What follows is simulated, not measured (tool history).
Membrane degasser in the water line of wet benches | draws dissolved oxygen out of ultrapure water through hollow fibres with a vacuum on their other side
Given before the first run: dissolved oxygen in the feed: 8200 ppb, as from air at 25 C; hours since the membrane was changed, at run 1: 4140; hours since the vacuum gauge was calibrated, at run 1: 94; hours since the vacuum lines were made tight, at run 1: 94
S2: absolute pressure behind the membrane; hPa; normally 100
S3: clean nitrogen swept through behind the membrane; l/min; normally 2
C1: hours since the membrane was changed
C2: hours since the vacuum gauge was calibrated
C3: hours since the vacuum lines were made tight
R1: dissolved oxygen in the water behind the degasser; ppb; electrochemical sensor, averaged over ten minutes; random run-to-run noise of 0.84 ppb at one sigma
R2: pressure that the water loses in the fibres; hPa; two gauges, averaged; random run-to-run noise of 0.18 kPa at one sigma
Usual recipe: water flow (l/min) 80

run 1 hour=0 | water_flow_(l/min)=80 S2=100 S3=2 | C1=4140 C2=94 C3=94 | R1=534.2 R2=335.8
run 2 hour=119.2 | water_flow_(l/min)=80 S2=100 S3=2 | C1=4260 C2=213 C3=213 | R1=533.4 R2=333.5
run 3 hour=249.7 | water_flow_(l/min)=80 S2=100 S3=2 | C1=4390 C2=344 C3=344 | R1=533 R2=335.3
run 4 hour=403 | water_flow_(l/min)=80 S2=100 S3=2 | C1=4543 C2=497 C3=497 | R1=535.5 R2=331.5
run 5 hour=562.4 | water_flow_(l/min)=80 S2=100 S3=2 | C1=4703 C2=657 C3=657 | R1=533.5 R2=332
run 6 hour=687.3 | water_flow_(l/min)=55 S2=100 S3=2 | C1=4828 C2=782 C3=782 | R1=389 R2=231.3
run 7 hour=767.8 | water_flow_(l/min)=55 S2=100 S3=2 | C1=4908 C2=862 C3=862 | R1=389.6 R2=229.9
run 8 hour=844.6 | water_flow_(l/min)=80 S2=105 S3=2 | C1=4985 C2=939 C3=939 | R1=571.1 R2=335.1
run 9 hour=965.1 | water_flow_(l/min)=80 S2=105 S3=2 | C1=5105 C2=1059 C3=1059 | R1=569.7 R2=332.9
run 10 hour=1094.2 | water_flow_(l/min)=73 S2=105 S3=2 | C1=5235 C2=1188 C3=1188 | R1=527.1 R2=304.7
run 11 hour=1186.7 | water_flow_(l/min)=73 S2=105 S3=2 | C1=5327 C2=1281 C3=1281 | R1=525.9 R2=302.3
run 12 hour=1255.6 | water_flow_(l/min)=80 S2=100 S3=2.29 | C1=5396 C2=1350 C3=1350 | R1=482 R2=327.8
run 13 hour=1336.8 | water_flow_(l/min)=80 S2=100 S3=2.29 | C1=5477 C2=1431 C3=1431 | R1=482.9 R2=327.7
run 14 hour=1505.2 | water_flow_(l/min)=80 S2=100 S3=2.29 | C1=5646 C2=1599 C3=1599 | R1=483.1 R2=331.4
run 15 hour=1622.5 | water_flow_(l/min)=97 S2=100 S3=2 | C1=5763 C2=1717 C3=1717 | R1=626.5 R2=404.1
run 16 hour=1695.7 | water_flow_(l/min)=124 S2=100 S3=2 | C1=5836 C2=1790 C3=1790 | R1=771.4 R2=513.8
run 17 hour=1856.2 | water_flow_(l/min)=80 S2=103 S3=0.85 | C1=5997 C2=1950 C3=1950 | R1=987.6 R2=328.7
run 18 hour=1939.3 | water_flow_(l/min)=80 S2=227 S3=2.1 | C1=6080 C2=2034 C3=2034 | R1=1316.1 R2=328.4
run 19 hour=2052.1 | water_flow_(l/min)=80 S2=193 S3=2.07 | C1=6192 C2=2146 C3=2146 | R1=1129.6 R2=329.3
run 20 hour=2135.9 | water_flow_(l/min)=80 S2=193 S3=2.07 | C1=6276 C2=2230 C3=2230 | R1=1128.7 R2=326.3
run 21 hour=2248.5 | water_flow_(l/min)=80 S2=193 S3=2.07 | C1=6389 C2=2343 C3=2343 | R1=1127.4 R2=327
run 22 hour=2339.5 | water_flow_(l/min)=80 S2=193 S3=2.07 | C1=6480 C2=2434 C3=2434 | R1=1126 R2=325.8
run 23 hour=2493.1 | water_flow_(l/min)=108 S2=79 S3=2.55 | C1=6634 C2=2587 C3=2587 | R1=422 R2=444.6
run 24 hour=2579.5 | water_flow_(l/min)=66 S2=71 S3=0.83 | C1=6720 C2=2674 C3=2674 | R1=504.3 R2=272.5
run 25 hour=2649.1 | water_flow_(l/min)=124 S2=60 S3=1.22 | C1=6789 C2=2743 C3=2743 | R1=482.9 R2=510.3
run 26 hour=2755.7 | water_flow_(l/min)=124 S2=60 S3=1.22 | C1=6896 C2=2850 C3=2850 | R1=483.5 R2=506.6

Each row is a separate what-if for the run after 26, all from the same tool condition, not one after another. Results?
run A hour=2830.9 | water_flow_(l/min)=80 S2=77 S3=1 | C1=6971 C2=2925 C3=2925 | R1=? R2=?
run B hour=2830.9 | water_flow_(l/min)=111 S2=102 S3=3.8 | C1=6971 C2=2925 C3=2925 | R1=? R2=?
run C hour=2830.9 | water_flow_(l/min)=86 S2=60 S3=1.22 | C1=6971 C2=2925 C3=2925 | R1=? R2=?

run=A R1=588.4 R2=326.1
run=B R1=460.2 R2=454.6
run=C R1=355.3 R2=351.6
Take away the tool's hidden state, keep each run's random variation, and the runs would have read:
run=A R1=588.1 R2=332.8
run=B R1=459.9 R2=464
run=C R1=355 R2=358.8
